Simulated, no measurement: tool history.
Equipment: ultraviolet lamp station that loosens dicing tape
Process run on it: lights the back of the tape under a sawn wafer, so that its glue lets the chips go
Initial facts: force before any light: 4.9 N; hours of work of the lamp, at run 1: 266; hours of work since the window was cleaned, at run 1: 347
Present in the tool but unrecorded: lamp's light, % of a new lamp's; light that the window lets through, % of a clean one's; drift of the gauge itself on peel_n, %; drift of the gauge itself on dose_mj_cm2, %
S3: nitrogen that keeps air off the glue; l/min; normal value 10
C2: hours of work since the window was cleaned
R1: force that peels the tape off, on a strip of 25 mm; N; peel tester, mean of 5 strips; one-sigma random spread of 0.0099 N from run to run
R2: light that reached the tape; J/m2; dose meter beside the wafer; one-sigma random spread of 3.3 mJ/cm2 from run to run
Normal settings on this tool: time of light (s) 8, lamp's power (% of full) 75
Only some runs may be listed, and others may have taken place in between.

Run 1, hour 0.0: usual settings; hours of work of the lamp 266; C2 347. Result: R1 0.550 N, R2 4510 J/m2.
Run 2, hour 21.5: usual settings but time of light (s) 10; hours of work of the lamp 276; C2 356. Result: R1 0.386 N, R2 5660 J/m2.
Run 3, hour 66.3: usual settings but time of light (s) 5; hours of work of the lamp 295; C2 376. Result: R1 1.125 N, R2 2750 J/m2.
Run 4, hour 112.8: usual settings but time of light (s) 9; hours of work of the lamp 315; C2 396. Result: R1 0.463 N, R2 4990 J/m2.
Run 5, hour 139.4: usual settings but S3 19 l/min; hours of work of the lamp 327; C2 408. Result: R1 0.376 N, R2 4440 J/m2.
Run 6, hour 172.6: usual settings but time of light (s) 9, S3 4 l/min; hours of work of the lamp 342; C2 422. Result: R1 0.858 N, R2 4890 J/m2.
Run 7, hour 194.8: usual settings but time of light (s) 9, S3 4 l/min; hours of work of the lamp 351; C2 432. Result: R1 0.867 N, R2 4960 J/m2.
Run 8, hour 217.1: usual settings but time of light (s) 9, lamp's power (% of full) 98, S3 4 l/min; hours of work of the lamp 361; C2 441. Result: R1 0.551 N, R2 6380 J/m2.
At hour 224.5: window cleaned of glue's vapour.
Run 9, hour 248.7: usual settings but time of light (s) 9, lamp's power (% of full) 98, S3 4 l/min; hours of work of the lamp 374; C2 11. Result: R1 0.528 N, R2 6770 J/m2.
Run 10, hour 295.5: usual settings but time of light (s) 5, lamp's power (% of full) 69, S3 3 l/min; hours of work of the lamp 395; C2 31. Result: R1 2.041 N, R2 2630 J/m2.

Some steps in R1, run to run, broken into two amounts with sign: the step expected even without the hidden condition (settings, incoming material, random variation), and the rest, left for the hidden condition together with whatever gauge scatter is not in both the measured and the hidden-condition-free result:
Run 2 -> 3: time of light (s) 10 -> 5. R1 +0.739 N: hidden state +0.137, all else +0.602.
Run 9 -> 10: time of light (s) 9 -> 5, lamp's power (% of full) 98 -> 69, S3 4 -> 3. R1 +1.513 N: hidden state +0.123, all else +1.390.
